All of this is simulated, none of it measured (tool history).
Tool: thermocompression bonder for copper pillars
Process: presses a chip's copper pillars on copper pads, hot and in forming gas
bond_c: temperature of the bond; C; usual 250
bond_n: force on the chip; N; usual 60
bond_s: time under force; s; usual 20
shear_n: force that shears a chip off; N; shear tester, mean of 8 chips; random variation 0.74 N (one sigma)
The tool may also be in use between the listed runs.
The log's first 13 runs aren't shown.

run	hour	bond_c	bond_n	bond_s	shear_n
14	141.9	250	60	20	61.8
15	149.2	250	60	20	61.8
16	162.5	250	60	25	66.1
17	173.5	250	60	25	66.5
18	187.6	250	60	25	65.4
19	196.2	250	50	20	53.7
20	207.9	250	50	20	54
21	222.8	280	79	58	113.8
22	231.1	229	60	36	54
23	243.7	270	60	23	82.3
24	252.6	250	56	35	69.8
25	265.7	250	56	35	70.8
26	278.5	267	87	12	79.7
27	291.1	251	60	22	63.3
28	298	253	37	37	56
29	311	265	82	12	75.5
30	322.5	253	45	12	43.9
31	336.2	279	43	20	69.9
32	349.4	275	43	22	71.4
33	358.8	238	42	20	38.5
# hour 360.3: forming gas filter changed
34	371.6	238	42	20	41.5
35	379.9	238	42	20	42.4

Forecast run 36:
36	387.2	253	61	55	?

shear_n: 93.7 N
Without the tool's hidden state the same run would have given shear_n 81.6 N.
